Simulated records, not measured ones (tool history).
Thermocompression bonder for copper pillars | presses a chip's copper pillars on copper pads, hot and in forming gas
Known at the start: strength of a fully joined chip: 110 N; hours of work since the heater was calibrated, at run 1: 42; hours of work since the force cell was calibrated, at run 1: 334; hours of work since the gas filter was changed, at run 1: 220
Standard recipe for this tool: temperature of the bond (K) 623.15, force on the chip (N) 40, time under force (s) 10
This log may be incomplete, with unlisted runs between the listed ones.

run	hour	temperature of the bond (K)	force on the chip (N)	time under force (s)	hours of work since the heater was calibrated	hours of work since the force cell was calibrated	hours of work since the gas filter was changed	force that shears a chip off (N)
1	0	623.15	40	10	42	334	220	49.4
# hour 26.6: forming gas filter changed
2	77	623.15	38	10	100	392	38	44.9
3	137.5	623.15	38	10	146	438	84	45.4
4	213.1	623.15	40	10	204	496	142	47.9
5	283.8	623.15	40	10	257	549	195	47.4
6	321.6	623.15	40	10	286	578	224	46.5
# hour 339.1: forming gas filter changed
7	364.1	623.15	40	10	318	610	19	48.3
8	405.8	623.15	40	10	350	642	51	47.6
9	474.1	623.15	40	10	401	694	103	46.4
10	525	623.15	40	10	440	732	141	48.4
11	579.6	623.15	28	9	482	774	183	30.7
12	647.4	598.15	40	9	533	825	234	33.1
# hour 654.7: forming gas filter changed
13	694.5	598.15	40	9	568	861	30	33.8

What does the tool deliver on the next run?
14	762.2	633.15	24	9	620	912	82	?

{"run 14": {"force that shears a chip off (N)": 28.8}}
Without the tool's hidden state the same run would have given force that shears a chip off (N) 28.8.
